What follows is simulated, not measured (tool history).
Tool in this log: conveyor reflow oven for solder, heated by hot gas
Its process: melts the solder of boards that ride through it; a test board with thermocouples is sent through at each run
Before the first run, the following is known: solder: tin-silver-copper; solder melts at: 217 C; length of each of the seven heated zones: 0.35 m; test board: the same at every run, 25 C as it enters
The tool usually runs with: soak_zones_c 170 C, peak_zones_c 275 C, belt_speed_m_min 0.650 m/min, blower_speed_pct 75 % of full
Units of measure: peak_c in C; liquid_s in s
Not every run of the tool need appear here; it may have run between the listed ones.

run 1 day=0.000 | soak_zones_c=170 peak_zones_c=275 belt_speed_m_min=0.650 blower_speed_pct=75 | peak_c=254.5 liquid_s=48.0
run 2 day=0.883 | soak_zones_c=170 peak_zones_c=275 belt_speed_m_min=0.650 blower_speed_pct=75 | peak_c=254.5 liquid_s=48.1
run 3 day=1.517 | soak_zones_c=170 peak_zones_c=275 belt_speed_m_min=0.650 blower_speed_pct=75 | peak_c=253.7 liquid_s=47.6
-- day=2.654 flux residue cleaned out of gas plates and filters
run 4 day=3.229 | soak_zones_c=170 peak_zones_c=275 belt_speed_m_min=0.650 blower_speed_pct=75 | peak_c=257.0 liquid_s=50.0
run 5 day=3.871 | soak_zones_c=170 peak_zones_c=275 belt_speed_m_min=0.658 blower_speed_pct=75 | peak_c=256.5 liquid_s=49.0
run 6 day=5.200 | soak_zones_c=170 peak_zones_c=275 belt_speed_m_min=0.658 blower_speed_pct=75 | peak_c=256.4 liquid_s=48.9
run 7 day=6.350 | soak_zones_c=170 peak_zones_c=275 belt_speed_m_min=0.650 blower_speed_pct=75 | peak_c=256.7 liquid_s=49.6
run 8 day=7.433 | soak_zones_c=170 peak_zones_c=275 belt_speed_m_min=0.650 blower_speed_pct=75 | peak_c=256.0 liquid_s=49.7
run 9 day=8.704 | soak_zones_c=184 peak_zones_c=275 belt_speed_m_min=0.650 blower_speed_pct=75 | peak_c=259.2 liquid_s=55.2
run 10 day=9.979 | soak_zones_c=184 peak_zones_c=275 belt_speed_m_min=0.650 blower_speed_pct=75 | peak_c=258.8 liquid_s=55.5
run 11 day=10.912 | soak_zones_c=184 peak_zones_c=275 belt_speed_m_min=0.650 blower_speed_pct=75 | peak_c=258.9 liquid_s=55.1
run 12 day=11.771 | soak_zones_c=170 peak_zones_c=287 belt_speed_m_min=0.650 blower_speed_pct=75 | peak_c=266.2 liquid_s=54.4
run 13 day=12.975 | soak_zones_c=170 peak_zones_c=287 belt_speed_m_min=0.650 blower_speed_pct=75 | peak_c=265.6 liquid_s=54.3
run 14 day=13.754 | soak_zones_c=170 peak_zones_c=287 belt_speed_m_min=0.650 blower_speed_pct=75 | peak_c=266.0 liquid_s=54.2
-- day=14.667 belt drive overhauled, speed set with a stopwatch
run 15 day=15.288 | soak_zones_c=170 peak_zones_c=287 belt_speed_m_min=0.650 blower_speed_pct=75 | peak_c=265.2 liquid_s=53.1
run 16 day=16.221 | soak_zones_c=170 peak_zones_c=287 belt_speed_m_min=0.650 blower_speed_pct=75 | peak_c=264.6 liquid_s=53.0
run 17 day=17.212 | soak_zones_c=170 peak_zones_c=287 belt_speed_m_min=0.650 blower_speed_pct=75 | peak_c=264.8 liquid_s=53.1
run 18 day=18.025 | soak_zones_c=170 peak_zones_c=274 belt_speed_m_min=0.776 blower_speed_pct=75 | peak_c=245.8 liquid_s=33.8
run 19 day=19.033 | soak_zones_c=170 peak_zones_c=274 belt_speed_m_min=0.776 blower_speed_pct=75 | peak_c=245.7 liquid_s=33.4
run 20 day=19.871 | soak_zones_c=171 peak_zones_c=269 belt_speed_m_min=0.674 blower_speed_pct=75 | peak_c=248.2 liquid_s=41.4
run 21 day=20.900 | soak_zones_c=156 peak_zones_c=275 belt_speed_m_min=0.650 blower_speed_pct=52 | peak_c=244.2 liquid_s=35.6
run 22 day=22.167 | soak_zones_c=156 peak_zones_c=275 belt_speed_m_min=0.650 blower_speed_pct=52 | peak_c=244.2 liquid_s=35.5
run 23 day=22.862 | soak_zones_c=156 peak_zones_c=275 belt_speed_m_min=0.650 blower_speed_pct=52 | peak_c=244.2 liquid_s=35.2
-- day=23.692 flux residue cleaned out of gas plates and filters
run 24 day=23.992 | soak_zones_c=164 peak_zones_c=278 belt_speed_m_min=0.617 blower_speed_pct=61 | peak_c=257.6 liquid_s=50.2
run 25 day=24.612 | soak_zones_c=164 peak_zones_c=278 belt_speed_m_min=0.617 blower_speed_pct=61 | peak_c=257.3 liquid_s=50.2
run 26 day=25.842 | soak_zones_c=175 peak_zones_c=289 belt_speed_m_min=0.594 blower_speed_pct=61 | peak_c=270.4 liquid_s=62.5
run 27 day=26.458 | soak_zones_c=175 peak_zones_c=289 belt_speed_m_min=0.638 blower_speed_pct=61 | peak_c=267.9 liquid_s=57.0
run 28 day=27.271 | soak_zones_c=175 peak_zones_c=289 belt_speed_m_min=0.638 blower_speed_pct=61 | peak_c=267.2 liquid_s=56.7
run 29 day=28.288 | soak_zones_c=175 peak_zones_c=289 belt_speed_m_min=0.638 blower_speed_pct=61 | peak_c=267.6 liquid_s=56.7
run 30 day=29.650 | soak_zones_c=158 peak_zones_c=264 belt_speed_m_min=0.645 blower_speed_pct=64 | peak_c=242.9 liquid_s=36.5
run 31 day=30.767 | soak_zones_c=184 peak_zones_c=263 belt_speed_m_min=0.733 blower_speed_pct=75 | peak_c=245.5 liquid_s=40.3

Consider 3 possible next runs. They are alternatives, not a sequence: every one starts from the tool as it was left by run 31. What does each give?
run A day=32.162 | soak_zones_c=183 peak_zones_c=278 belt_speed_m_min=0.733 blower_speed_pct=77 | peak_c=? liquid_s=?
run B day=32.162 | soak_zones_c=170 peak_zones_c=269 belt_speed_m_min=0.650 blower_speed_pct=75 | peak_c=? liquid_s=?
run C day=32.162 | soak_zones_c=161 peak_zones_c=286 belt_speed_m_min=0.738 blower_speed_pct=75 | peak_c=? liquid_s=?

run=A peak_c=257.7 liquid_s=47.1
run=B peak_c=251.3 liquid_s=46.0
run=C peak_c=258.4 liquid_s=40.8
Stripped of hidden state, with their random variation kept, the same runs would have yielded:
run=A peak_c=256.7 liquid_s=46.7
run=B peak_c=250.1 liquid_s=45.4
run=C peak_c=257.7 liquid_s=40.5
